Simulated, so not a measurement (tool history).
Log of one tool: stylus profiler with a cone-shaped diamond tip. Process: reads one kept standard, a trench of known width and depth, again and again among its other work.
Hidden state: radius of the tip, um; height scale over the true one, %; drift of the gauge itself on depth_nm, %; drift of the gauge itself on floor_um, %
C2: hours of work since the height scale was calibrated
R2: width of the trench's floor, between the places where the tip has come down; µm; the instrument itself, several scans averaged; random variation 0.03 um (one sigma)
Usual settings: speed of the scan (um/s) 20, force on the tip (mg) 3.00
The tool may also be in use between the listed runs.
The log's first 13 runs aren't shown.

{"run": 14, "day": 6.929, "speed of the scan (um/s)": 20, "force on the tip (mg)": 2.03, "scans with this tip": 8042, "C2": 989, "depth of the trench (Å)": 10126.7, "R2": 13.96}
{"run": 15, "day": 7.658, "speed of the scan (um/s)": 20, "force on the tip (mg)": 2.03, "scans with this tip": 8123, "C2": 999, "depth of the trench (Å)": 10125.4, "R2": 13.91}
{"run": 16, "day": 8.079, "speed of the scan (um/s)": 12, "force on the tip (mg)": 2.03, "scans with this tip": 8169, "C2": 1005, "depth of the trench (Å)": 10125.8, "R2": 13.96}
{"run": 17, "day": 8.821, "speed of the scan (um/s)": 12, "force on the tip (mg)": 2.03, "scans with this tip": 8251, "C2": 1015, "depth of the trench (Å)": 10127.0, "R2": 13.88}
{"run": 18, "day": 9.558, "speed of the scan (um/s)": 12, "force on the tip (mg)": 2.03, "scans with this tip": 8333, "C2": 1025, "depth of the trench (Å)": 10126.4, "R2": 13.96}
{"run": 19, "day": 9.9, "speed of the scan (um/s)": 12, "force on the tip (mg)": 2.03, "scans with this tip": 8370, "C2": 1030, "depth of the trench (Å)": 10124.4, "R2": 13.89}
{"run": 20, "day": 10.279, "speed of the scan (um/s)": 12, "force on the tip (mg)": 2.03, "scans with this tip": 8412, "C2": 1035, "depth of the trench (Å)": 10128.0, "R2": 13.85}
{"run": 21, "day": 10.612, "speed of the scan (um/s)": 20, "force on the tip (mg)": 3.0, "scans with this tip": 8449, "C2": 1039, "depth of the trench (Å)": 10160.0, "R2": 13.89}
{"run": 22, "day": 11.121, "speed of the scan (um/s)": 20, "force on the tip (mg)": 1.21, "scans with this tip": 8505, "C2": 1046, "depth of the trench (Å)": 10095.8, "R2": 13.83}
{"run": 23, "day": 11.683, "speed of the scan (um/s)": 20, "force on the tip (mg)": 1.21, "scans with this tip": 8568, "C2": 1054, "depth of the trench (Å)": 10094.7, "R2": 13.82}
{"run": 24, "day": 12.229, "speed of the scan (um/s)": 70, "force on the tip (mg)": 3.4, "scans with this tip": 8628, "C2": 1061, "depth of the trench (Å)": 10171.7, "R2": 13.76}
{"run": 25, "day": 12.55, "speed of the scan (um/s)": 70, "force on the tip (mg)": 3.4, "scans with this tip": 8663, "C2": 1066, "depth of the trench (Å)": 10175.4, "R2": 13.66}
{"run": 26, "day": 13.104, "speed of the scan (um/s)": 6, "force on the tip (mg)": 1.93, "scans with this tip": 8724, "C2": 1073, "depth of the trench (Å)": 10121.6, "R2": 13.87}
{"run": 27, "day": 13.767, "speed of the scan (um/s)": 6, "force on the tip (mg)": 1.93, "scans with this tip": 8798, "C2": 1082, "depth of the trench (Å)": 10121.5, "R2": 13.84}
{"run": 28, "day": 14.446, "speed of the scan (um/s)": 17, "force on the tip (mg)": 1.85, "scans with this tip": 8873, "C2": 1092, "depth of the trench (Å)": 10120.8, "R2": 13.8}
{"run": 29, "day": 14.792, "speed of the scan (um/s)": 34, "force on the tip (mg)": 4.96, "scans with this tip": 8911, "C2": 1096, "depth of the trench (Å)": 10219.1, "R2": 13.72}
{"run": 30, "day": 15.121, "speed of the scan (um/s)": 34, "force on the tip (mg)": 4.96, "scans with this tip": 8947, "C2": 1101, "depth of the trench (Å)": 10220.4, "R2": 13.71}
{"run": 31, "day": 15.708, "speed of the scan (um/s)": 34, "force on the tip (mg)": 4.96, "scans with this tip": 9012, "C2": 1109, "depth of the trench (Å)": 10217.1, "R2": 13.75}
{"run": 32, "day": 16.404, "speed of the scan (um/s)": 11, "force on the tip (mg)": 2.29, "scans with this tip": 9089, "C2": 1118, "depth of the trench (Å)": 10140.2, "R2": 13.77}
{"run": 33, "day": 17.0, "speed of the scan (um/s)": 11, "force on the tip (mg)": 3.64, "scans with this tip": 9155, "C2": 1126, "depth of the trench (Å)": 10183.3, "R2": 13.76}
{"run": 34, "day": 17.562, "speed of the scan (um/s)": 63, "force on the tip (mg)": 6.34, "scans with this tip": 9217, "C2": 1134, "depth of the trench (Å)": 10255.3, "R2": 13.62}

Forecast run 35:
{"run": 35, "day": 18.108, "speed of the scan (um/s)": 20, "force on the tip (mg)": 3.06, "scans with this tip": 9277, "C2": 1141, "depth of the trench (Å)": "?", "R2": "?"}

depth of the trench (Å): 10163.1
R2: 13.68 µm
Without the tool's hidden state the same run would have given depth of the trench (Å) 10144.3, R2 16.47 µm.

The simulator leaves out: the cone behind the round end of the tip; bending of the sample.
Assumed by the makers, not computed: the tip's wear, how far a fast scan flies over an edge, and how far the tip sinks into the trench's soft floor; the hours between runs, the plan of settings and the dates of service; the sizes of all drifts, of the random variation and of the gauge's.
